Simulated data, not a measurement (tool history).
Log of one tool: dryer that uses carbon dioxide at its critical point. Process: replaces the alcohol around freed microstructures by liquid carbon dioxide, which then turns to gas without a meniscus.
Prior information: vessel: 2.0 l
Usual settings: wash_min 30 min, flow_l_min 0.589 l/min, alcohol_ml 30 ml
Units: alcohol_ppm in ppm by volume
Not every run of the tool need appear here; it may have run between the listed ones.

Run 1, day 0.000: usual settings. Result: alcohol_ppm 85 ppm by volume.
Run 2, day 1.362: usual settings but wash_min 19 min. Result: alcohol_ppm 285 ppm by volume.
Run 3, day 2.267: usual settings but wash_min 19 min. Result: alcohol_ppm 280 ppm by volume.
Run 4, day 3.604: usual settings but wash_min 19 min. Result: alcohol_ppm 293 ppm by volume.
Run 5, day 4.596: usual settings but wash_min 19 min. Result: alcohol_ppm 291 ppm by volume.
Run 6, day 5.538: usual settings but wash_min 19 min. Result: alcohol_ppm 306 ppm by volume.
Run 7, day 6.712: usual settings. Result: alcohol_ppm 106 ppm by volume.
Run 8, day 7.779: usual settings but wash_min 26 min. Result: alcohol_ppm 133 ppm by volume.
Run 9, day 8.696: usual settings but flow_l_min 0.464 l/min. Result: alcohol_ppm 172 ppm by volume.
Run 10, day 9.271: usual settings but flow_l_min 0.464 l/min. Result: alcohol_ppm 182 ppm by volume.
Run 11, day 9.896: usual settings. Result: alcohol_ppm 102 ppm by volume.
Run 12, day 10.488: usual settings but alcohol_ml 28 ml. Result: alcohol_ppm 108 ppm by volume.
Run 13, day 11.554: usual settings but alcohol_ml 52 ml. Result: alcohol_ppm 122 ppm by volume.
Run 14, day 12.217: usual settings but wash_min 46 min, alcohol_ml 39 ml. Result: alcohol_ppm 85 ppm by volume.
Run 15, day 13.096: usual settings but wash_min 46 min, alcohol_ml 39 ml. Result: alcohol_ppm 81 ppm by volume.
Run 16, day 13.858: usual settings but wash_min 46 min, alcohol_ml 39 ml. Result: alcohol_ppm 89 ppm by volume.
Run 17, day 14.550: usual settings but wash_min 46 min, alcohol_ml 39 ml. Result: alcohol_ppm 87 ppm by volume.
Run 18, day 15.646: usual settings but wash_min 46 min, alcohol_ml 39 ml. Result: alcohol_ppm 92 ppm by volume.
Run 19, day 16.738: usual settings but wash_min 22 min, alcohol_ml 83 ml. Result: alcohol_ppm 553 ppm by volume.
Run 20, day 17.404: usual settings but wash_min 22 min, alcohol_ml 83 ml. Result: alcohol_ppm 547 ppm by volume.
At day 18.446: inlet filter changed.
Run 21, day 18.446: usual settings but wash_min 22 min, alcohol_ml 83 ml. Result: alcohol_ppm 266 ppm by volume.

Run 22 is up next; what results do you expect?
Run 22, day 19.708: usual settings but wash_min 20 min, flow_l_min 0.408 l/min, alcohol_ml 63 ml. Result: alcohol_ppm ?.

{"run 22": {"alcohol_ppm": 1104}}
Take away the tool's hidden state, keep the run-to-run variation as it was, and the same run would have given alcohol_ppm 986 ppm by volume.

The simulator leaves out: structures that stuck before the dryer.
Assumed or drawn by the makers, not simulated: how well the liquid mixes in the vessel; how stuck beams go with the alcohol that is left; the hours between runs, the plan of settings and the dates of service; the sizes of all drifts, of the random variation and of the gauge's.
